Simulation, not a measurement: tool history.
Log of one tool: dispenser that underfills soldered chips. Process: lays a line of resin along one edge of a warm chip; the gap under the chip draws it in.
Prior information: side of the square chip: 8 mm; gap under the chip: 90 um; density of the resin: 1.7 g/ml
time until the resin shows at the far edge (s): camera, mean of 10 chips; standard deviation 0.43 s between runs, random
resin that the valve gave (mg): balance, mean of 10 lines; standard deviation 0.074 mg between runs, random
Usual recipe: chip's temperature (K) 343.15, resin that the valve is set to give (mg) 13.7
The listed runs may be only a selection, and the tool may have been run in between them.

run,day,chip's temperature (K),resin that the valve is set to give (mg),time until the resin shows at the far edge (s),resin that the valve gave (mg)
1,0,343.15,13.7,36.4,12.81
2,0.183,343.15,13.2,42.7,12.21
3,0.317,343.15,13.7,49.4,12.67
# day 0.375: new syringe of resin
4,0.425,343.15,13.7,32.9,12.68
5,0.525,343.15,15.5,35.2,14.2
6,0.683,348.15,15.5,33.5,14.29
7,0.804,339.15,13.7,56.2,12.61
# day 0.871: new syringe of resin
8,0.962,349.15,13.7,27.6,12.54
9,1.067,349.15,13.7,30.7,12.44
10,1.233,349.15,13.1,36.9,11.87
# day 1.362: new syringe of resin
11,1.379,349.15,13.1,26.3,11.85
# day 1.504: dispensing valve cleaned and set on the balance
12,1.542,349.15,13.1,28.2,13.03
13,1.7,349.15,13.1,33.8,13.2
14,1.862,349.15,13.1,38.1,13.06
# day 1.896: new syringe of resin
15,1.975,347.15,17.5,27.4,17.42
16,2.071,347.15,17.5,29.6,17.31
17,2.183,347.15,17.5,32.9,17.29
18,2.329,340.15,15.7,51.1,15.6
# day 2.396: new syringe of resin
19,2.462,329.15,13.1,58.6,12.91
20,2.588,329.15,16.5,63.7,16.2
21,2.779,329.15,16.5,76.6,16.2
# day 2.896: new syringe of resin
22,2.95,329.15,16.5,56.1,16.24
23,3.067,338.15,16.1,44,15.77
24,3.171,344.15,17.7,38.5,17.4
25,3.279,331.15,12.5,75.4,12.26
# day 3.396: new syringe of resin
26,3.442,331.15,12.5,53.1,12.23
27,3.617,337.15,14,48.4,13.84
28,3.779,355.15,17.3,27.2,16.78

Subtracting, for every run, the result it would have given without the tool's unlogged condition from the measured result gives the following. The same run-to-run variation enters both numbers; the gauge's scatter may not:
Unlogged tool condition in this case: resin's viscosity, % of fresh resin's; dose that the valve gives, % of what is set; true chip temperature over the reading, C; drift of the gauge itself on fill_s, %; drift of the gauge itself on given_mg, %.
run,time until the resin shows at the far edge (s),resin that the valve gave (mg)
1,+4.9,-1.02
2,+11.8,-0.99
3,+17.9,-1.06
4,+1.9,-1.08
5,+4.8,-1.23
6,+8.6,-1.29
7,+19.6,-1.14
8,+2.8,-1.17
9,+5.8,-1.19
10,+11.6,-1.16
11,+1.2,-1.18
12,+3.5,+0.03
13,+8.3,+0
14,+13.5,-0.03
15,+1.7,-0.07
16,+4.4,-0.09
17,+7.8,-0.12
18,+17,-0.14
19,+3.5,-0.13
20,+10.4,-0.2
21,+23.4,-0.24
22,+3.3,-0.28
23,+7.1,-0.29
24,+9.2,-0.35
25,+24.2,-0.26
26,+2.4,-0.29
27,+9.4,-0.36
28,+8.4,-0.47
